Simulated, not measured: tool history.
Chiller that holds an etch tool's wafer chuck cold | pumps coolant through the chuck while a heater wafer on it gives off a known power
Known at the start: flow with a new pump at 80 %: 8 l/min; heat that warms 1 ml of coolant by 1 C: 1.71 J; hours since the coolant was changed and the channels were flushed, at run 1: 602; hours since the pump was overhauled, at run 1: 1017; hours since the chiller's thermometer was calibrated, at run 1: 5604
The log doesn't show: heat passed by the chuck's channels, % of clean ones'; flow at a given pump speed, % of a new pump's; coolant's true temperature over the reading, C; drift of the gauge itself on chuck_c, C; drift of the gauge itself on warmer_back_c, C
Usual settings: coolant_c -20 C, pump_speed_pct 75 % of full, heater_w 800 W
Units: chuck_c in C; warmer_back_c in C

run	hour	coolant_c	pump_speed_pct	heater_w	hours since the coolant was changed and the channels were flushed	hours since the pump was overhauled	hours since the chiller's thermometer was calibrated	chuck_c	warmer_back_c
1	0.0	-20	75	800	602	1017	5604	-10.0	3.69
2	47.2	-20	75	800	649	1064	5651	-10.1	3.74
3	108.7	-20	75	800	711	1125	5713	-10.1	3.68
# hour 137.3: chiller's thermometer calibrated
4	178.0	-20	75	800	779	1194	41	-10.0	3.78
5	232.4	-20	85	800	834	1248	95	-11.1	3.30
6	285.8	-20	75	800	887	1301	148	-10.1	3.78
7	321.2	-20	75	800	922	1337	184	-10.0	3.77
8	370.3	-20	75	800	971	1386	233	-10.1	3.75
9	445.7	-20	75	800	1047	1461	308	-10.1	3.75
10	489.8	-20	75	549	1091	1505	352	-13.1	2.61
11	550.7	-20	75	549	1152	1566	413	-13.2	2.61
12	609.0	-20	61	800	1210	1625	472	-8.5	4.69
13	652.7	-20	61	800	1254	1668	515	-8.6	4.67
14	706.3	-14	61	800	1307	1722	569	-2.5	4.66
15	787.3	-14	61	800	1388	1803	650	-2.5	4.70
16	821.6	-20	75	800	1423	1837	684	-10.0	3.78
17	877.5	-20	75	475	1479	1893	740	-14.2	2.31
18	922.5	-20	75	475	1524	1938	785	-14.3	2.30
19	989.2	-20	88	707	1590	2005	852	-12.2	2.91
20	1056.3	-11	62	800	1657	2072	919	0.4	4.65
21	1091.2	-12	62	800	1692	2107	954	-0.6	4.67
22	1148.7	-20	70	817	1750	2164	1011	-9.4	4.23
23	1221.8	-20	83	1129	1823	2237	1084	-7.1	4.96
24	1282.2	-20	83	1129	1883	2298	1145	-7.0	4.88
25	1322.2	-22	90	740	1923	2338	1185	-13.9	2.98
26	1358.7	-11	62	543	1960	2374	1221	-3.2	3.23
27	1423.0	-10	77	543	2024	2439	1286	-3.4	2.58
28	1465.9	-10	77	543	2067	2482	1329	-3.5	2.58

Run 29 comes next. What will it give?
29	1544.9	-20	71	757	2146	2560	1408	?	?

{"run 29": {"chuck_c": -10.3, "warmer_back_c": 3.91}}
Without the tool's hidden state the same run would have given chuck_c -10.3 C, warmer_back_c 3.76 C.
